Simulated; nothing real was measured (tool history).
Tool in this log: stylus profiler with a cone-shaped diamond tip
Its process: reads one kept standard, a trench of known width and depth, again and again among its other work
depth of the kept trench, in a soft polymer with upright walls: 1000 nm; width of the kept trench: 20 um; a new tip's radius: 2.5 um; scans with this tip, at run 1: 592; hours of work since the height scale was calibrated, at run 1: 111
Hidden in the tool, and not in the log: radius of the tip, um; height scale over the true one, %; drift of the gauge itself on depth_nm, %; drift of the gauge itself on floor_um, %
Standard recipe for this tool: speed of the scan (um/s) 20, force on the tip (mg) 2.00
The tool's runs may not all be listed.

run,hour,speed of the scan (um/s),force on the tip (mg),scans with this tip,hours of work since the height scale was calibrated,depth of the trench (angstrom),width of the trench's floor (nm)
1,0.0,20,2.00,592,111,10047.6,15700
2,90.0,20,2.00,874,163,10050.0,15590
3,185.2,20,2.00,1172,219,10050.7,15490
4,298.0,20,2.00,1526,285,10050.4,15470
5,349.4,20,2.00,1686,315,10054.8,15460
6,437.3,28,2.00,1962,366,10053.9,15350
7,507.5,28,2.47,2181,408,10060.2,15290
8,597.4,28,2.47,2463,460,10065.3,15320
9,710.3,28,2.47,2816,526,10068.2,15200
10,817.3,28,2.47,3151,589,10071.2,15160
# hour 826.4: height scale calibrated on a step standard
11,931.2,28,2.47,3507,61,10076.1,15060
12,1033.1,20,2.00,3826,121,10072.3,15110
# hour 1103.2: height scale calibrated on a step standard, once more
13,1103.7,20,2.00,4045,0,10046.6,15030
14,1216.3,20,2.00,4398,66,10055.4,14960
15,1302.2,20,2.00,4667,116,10052.8,14890
16,1388.5,44,2.59,4937,167,10064.5,14800
17,1439.1,44,2.59,5095,197,10066.1,14670
18,1507.9,44,2.59,5311,237,10068.9,14650
19,1605.1,39,1.44,5615,294,10053.3,14560
20,1693.5,6,1.82,5892,345,10058.6,14760
21,1785.9,45,1.96,6181,399,10061.2,14460
22,1858.2,45,1.96,6408,442,10065.7,14440
23,1929.2,10,3.90,6630,483,10090.3,14690
24,1984.4,8,3.90,6803,516,10092.5,14640
25,2065.6,7,4.03,7057,563,10092.3,14650

Same runs, no hidden state in the tool, same run-to-run variation:
run,depth of the trench (angstrom),width of the trench's floor (nm)
1,10045.3,15910
2,10046.1,15850
3,10045.2,15820
4,10042.8,15860
5,10046.2,15890
6,10043.7,15820
7,10048.7,15810
8,10052.2,15890
9,10053.1,15840
10,10054.2,15860
11,10050.4,15820
12,10044.9,15920
13,10042.0,15890
14,10049.0,15870
15,10044.7,15850
16,10054.9,15800
17,10055.5,15700
18,10057.1,15710
19,10039.7,15670
20,10043.4,15910
21,10044.5,15660
22,10047.6,15670
23,10070.8,15960
24,10072.0,15940
25,10070.2,15990
